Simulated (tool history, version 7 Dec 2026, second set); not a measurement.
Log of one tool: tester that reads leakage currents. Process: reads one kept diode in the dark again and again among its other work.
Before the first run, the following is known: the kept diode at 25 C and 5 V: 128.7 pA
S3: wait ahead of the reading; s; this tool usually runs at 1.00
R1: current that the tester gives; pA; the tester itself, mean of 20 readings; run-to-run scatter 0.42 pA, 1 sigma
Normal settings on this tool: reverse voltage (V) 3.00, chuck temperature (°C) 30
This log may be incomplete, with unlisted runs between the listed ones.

Run 1, hour 0.0: usual settings. Result: R1 140.54 pA.
Run 2, hour 84.9: usual settings. Result: R1 140.24 pA.
Run 3, hour 167.9: usual settings but chuck temperature (°C) 56. Result: R1 768.48 pA.
Run 4, hour 260.1: usual settings but chuck temperature (°C) 56. Result: R1 767.18 pA.
Run 5, hour 387.6: usual settings but chuck temperature (°C) 56. Result: R1 767.83 pA.
Run 6, hour 457.8: usual settings but chuck temperature (°C) 56. Result: R1 764.50 pA.
Run 7, hour 573.8: usual settings but chuck temperature (°C) 56. Result: R1 762.86 pA.
Run 8, hour 666.4: usual settings. Result: R1 138.87 pA.
Run 9, hour 783.8: usual settings. Result: R1 138.47 pA.
Run 10, hour 914.0: usual settings but reverse voltage (V) 13.61, chuck temperature (°C) 22, S3 0.46 s. Result: R1 189.57 pA.
Run 11, hour 1058.5: usual settings but reverse voltage (V) 13.61, chuck temperature (°C) 22, S3 0.46 s. Result: R1 190.21 pA.
At hour 1080.3: probe card cleaned and baked.
Run 12, hour 1171.5: usual settings but reverse voltage (V) 2.07, chuck temperature (°C) 46, S3 0.42 s. Result: R1 327.82 pA.
Run 13, hour 1248.9: usual settings but reverse voltage (V) 19.35, chuck temperature (°C) 43, S3 0.41 s. Result: R1 963.72 pA.
Run 14, hour 1373.3: usual settings but reverse voltage (V) 19.35, chuck temperature (°C) 43, S3 0.41 s. Result: R1 958.07 pA.

Run 15 is up next; what results do you expect?
Run 15, hour 1478.4: usual settings but reverse voltage (V) 14.33, chuck temperature (°C) 44. Result: R1 ?.

R1: 863.12 pA
If the tool had no hidden condition, the same run with the same run-to-run variation would have returned R1 880.56 pA.
